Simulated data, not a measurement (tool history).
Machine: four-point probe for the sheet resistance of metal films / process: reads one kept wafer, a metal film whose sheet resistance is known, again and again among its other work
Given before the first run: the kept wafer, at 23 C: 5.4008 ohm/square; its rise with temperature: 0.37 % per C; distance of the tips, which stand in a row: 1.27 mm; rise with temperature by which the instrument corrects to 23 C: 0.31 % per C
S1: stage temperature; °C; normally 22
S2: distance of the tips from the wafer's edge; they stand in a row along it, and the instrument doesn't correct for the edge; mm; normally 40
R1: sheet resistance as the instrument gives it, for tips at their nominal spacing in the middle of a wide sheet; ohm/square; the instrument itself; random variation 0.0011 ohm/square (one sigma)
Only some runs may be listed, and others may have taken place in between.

run,hour,S1,S2,R1
1,0,22,40,5.432745
2,100.6,22,9,5.489387
3,182.9,22,9,5.489023
4,257.7,22,33,5.43749
5,363.1,22,33,5.437111
6,436.7,22,33,5.440174
7,563.5,22,33,5.441148
8,678.3,25,40,5.447927
9,780.7,25,40,5.448865
10,887.6,25,40,5.452929
11,1022.7,22,40,5.441933
12,1135.8,25,40,5.454834
13,1221.6,25,40,5.4562
# hour 1263.8: stage's thermometer calibrated
14,1339.1,25,40,5.459496
15,1396.5,19,40,5.438357
16,1484.2,19,40,5.438755
17,1565,19,40,5.439723
# hour 1642.2: stage's thermometer calibrated, once more
18,1644.5,19,40,5.417266
19,1706.7,19,40,5.416105
20,1838.6,19,15,5.436112
21,1972.5,32,40,5.466789
22,2059.7,32,40,5.467732
23,2186,32,40,5.470691
24,2292.7,23,40,5.437665
25,2385,23,30,5.443233
26,2511.5,30,40,5.465622
27,2624.1,30,40,5.464459
# hour 2712.6: new probe head fitted
28,2748.9,30,40,5.453342
29,2835.5,30,36,5.455044
30,2899.6,18,40,5.409914
31,3029.3,25,34,5.438658
32,3120.8,25,34,5.437543
33,3246.9,27,14,5.46711
34,3322.2,31,57,5.460235
35,3418.9,31,7,5.552875
36,3546.9,31,7,5.556633
37,3640.6,24,34,5.438637
38,3763.3,24,20,5.451252
39,3887.8,33,42,5.472683
40,3961.4,32,10,5.512892
41,4066.3,32,10,5.51551
42,4144.1,32,10,5.517035
43,4213.6,32,10,5.518525
44,4345.3,20,8,5.501942
45,4441.3,20,8,5.502659
46,4498.5,18,23,5.430199

Consider 3 possible next runs. They are alternatives, not a sequence: every one starts from the tool as it was left by run 46. What does each give?
A,4578.9,26,38,?
B,4578.9,19,37,?
C,4578.9,34,23,?

run,R1
A,5.455072
B,5.430785
C,5.487374
Without the tool's hidden state the same runs would have given:
run,R1
A,5.414671
B,5.390315
C,5.447009
